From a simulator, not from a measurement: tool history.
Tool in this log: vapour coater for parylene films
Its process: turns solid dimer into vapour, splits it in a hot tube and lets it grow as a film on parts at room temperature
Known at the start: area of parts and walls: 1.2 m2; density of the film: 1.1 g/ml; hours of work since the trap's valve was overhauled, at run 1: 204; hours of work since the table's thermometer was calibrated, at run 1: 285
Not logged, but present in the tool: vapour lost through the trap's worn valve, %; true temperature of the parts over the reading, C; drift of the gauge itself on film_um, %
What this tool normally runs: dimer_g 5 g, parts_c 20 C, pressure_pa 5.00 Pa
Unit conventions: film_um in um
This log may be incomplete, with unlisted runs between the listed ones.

run,hour,dimer_g,parts_c,pressure_pa,hours of work since the trap's valve was overhauled,hours of work since the table's thermometer was calibrated,film_um
1,0.0,5,20,5.00,204,285,2.74
2,16.3,5,20,5.11,214,295,2.73
3,27.2,5,25,5.00,221,302,2.28
4,39.0,6,25,5.00,229,310,2.79
# hour 46.3: trap's valve overhauled
5,61.6,6,25,5.00,10,321,2.78
6,74.9,5,20,8.87,18,330,2.55
7,98.1,5,20,8.87,32,344,2.57
8,119.5,5,26,9.84,46,357,2.05
9,139.2,5,26,9.84,58,370,2.06
10,151.3,5,26,9.84,66,377,2.05
11,166.5,4,16,5.00,75,387,2.52

3 options for the next run, each taken on its own from the tool as it stands now. Forecast them:
A,180.0,2,13,4.80,84,395,?
B,180.0,7,30,9.77,84,395,?
C,180.0,3,21,9.01,84,395,?

run,film_um
A,1.42
B,2.50
C,1.50
Stripped of hidden state, with their random variation kept, the same runs would have yielded:
run,film_um
A,1.42
B,2.50
C,1.50
